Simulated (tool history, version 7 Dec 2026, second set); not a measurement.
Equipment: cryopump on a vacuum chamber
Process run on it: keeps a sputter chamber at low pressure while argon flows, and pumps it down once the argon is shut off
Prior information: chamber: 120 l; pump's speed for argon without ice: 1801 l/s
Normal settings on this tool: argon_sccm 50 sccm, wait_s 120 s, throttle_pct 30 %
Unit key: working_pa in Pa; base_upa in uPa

run	hour	argon_sccm	wait_s	throttle_pct	working_pa	base_upa
1	0	50	120	30	0.1777	3.45
2	25.6	50	120	30	0.1783	3.54
3	52.8	63	120	30	0.2252	3.54
4	77.9	63	120	30	0.2279	3.6
# hour 101.2: pump warmed up, emptied and cooled again
5	101.2	50	120	30	0.1576	2.58
6	125.4	50	120	30	0.158	2.58
7	144.1	50	120	30	0.1578	2.62
8	172.4	50	120	17	0.278	2.62
9	201.8	50	120	17	0.2781	2.7
# hour 207.7: leaking fittings of the chamber tightened, without venting
10	227.5	50	120	17	0.2815	0.36
11	256.1	50	120	38	0.1276	0.37
12	280.1	50	120	38	0.1276	0.39
13	299.6	50	120	38	0.1282	0.36
14	313.2	54	120	30	0.1728	0.43
15	332.3	50	120	18	0.2664	0.42
16	355.8	50	120	26	0.1878	0.46

The next listed run, before its measurement:
17	378.7	50	82	30	?	?

Run 17 gave working_pa 0.1616 Pa, base_upa 0.56 uPa.
Had the tool carried no hidden state, the very same run would have given working_pa 0.1558 Pa, base_upa 0.39 uPa.
